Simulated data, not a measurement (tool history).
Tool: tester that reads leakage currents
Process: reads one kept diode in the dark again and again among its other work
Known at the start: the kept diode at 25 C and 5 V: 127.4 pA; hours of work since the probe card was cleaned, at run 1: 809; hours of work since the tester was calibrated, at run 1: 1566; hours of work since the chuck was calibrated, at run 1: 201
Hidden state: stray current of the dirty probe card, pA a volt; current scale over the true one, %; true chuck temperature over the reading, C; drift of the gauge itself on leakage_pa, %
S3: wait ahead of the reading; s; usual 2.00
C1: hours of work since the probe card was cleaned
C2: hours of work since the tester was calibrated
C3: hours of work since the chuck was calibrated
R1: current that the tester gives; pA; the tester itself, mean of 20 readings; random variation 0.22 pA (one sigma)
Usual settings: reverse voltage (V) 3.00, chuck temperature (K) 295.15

run 1 hour=0.0 | reverse_voltage_(V)=3.00 chuck_temperature_(K)=295.15 S3=2.00 | C1=809 C2=1566 C3=201 | R1=76.33
run 2 hour=72.8 | reverse_voltage_(V)=3.00 chuck_temperature_(K)=295.15 S3=2.00 | C1=842 C2=1598 C3=233 | R1=76.77
run 3 hour=115.5 | reverse_voltage_(V)=3.00 chuck_temperature_(K)=295.15 S3=2.00 | C1=861 C2=1617 C3=252 | R1=76.76
run 4 hour=182.0 | reverse_voltage_(V)=10.93 chuck_temperature_(K)=295.15 S3=2.00 | C1=890 C2=1647 C3=282 | R1=163.93
run 5 hour=269.0 | reverse_voltage_(V)=10.93 chuck_temperature_(K)=295.15 S3=2.00 | C1=929 C2=1685 C3=320 | R1=164.82
-- hour=277.3 chuck's temperature calibrated
run 6 hour=354.6 | reverse_voltage_(V)=3.08 chuck_temperature_(K)=295.15 S3=2.00 | C1=966 C2=1722 C3=34 | R1=80.17
run 7 hour=454.2 | reverse_voltage_(V)=3.08 chuck_temperature_(K)=295.15 S3=2.00 | C1=1010 C2=1766 C3=78 | R1=80.95
run 8 hour=510.9 | reverse_voltage_(V)=3.00 chuck_temperature_(K)=295.15 S3=1.39 | C1=1035 C2=1792 C3=104 | R1=79.99
-- hour=543.1 probe card cleaned and baked
run 9 hour=612.2 | reverse_voltage_(V)=3.13 chuck_temperature_(K)=302.15 S3=3.45 | C1=31 C2=1835 C3=147 | R1=152.48
-- hour=633.1 chuck's temperature calibrated, once more
run 10 hour=677.6 | reverse_voltage_(V)=3.00 chuck_temperature_(K)=295.15 S3=2.34 | C1=59 C2=1863 C3=20 | R1=71.71
run 11 hour=736.3 | reverse_voltage_(V)=3.00 chuck_temperature_(K)=293.15 S3=0.49 | C1=85 C2=1889 C3=46 | R1=60.09

Forecast each of these 3 alternatives for the next run:
run A hour=838.6 | reverse_voltage_(V)=12.97 chuck_temperature_(K)=293.15 S3=0.49 | C1=130 C2=1935 C3=91 | R1=?
run B hour=838.6 | reverse_voltage_(V)=6.46 chuck_temperature_(K)=300.15 S3=0.49 | C1=130 C2=1935 C3=91 | R1=?
run C hour=838.6 | reverse_voltage_(V)=2.20 chuck_temperature_(K)=312.15 S3=1.76 | C1=130 C2=1935 C3=91 | R1=?

run=A R1=139.67
run=B R1=179.19
run=C R1=279.71
Without the tool's hidden state the same runs would have given:
run=A R1=139.27
run=B R1=179.84
run=C R1=281.59
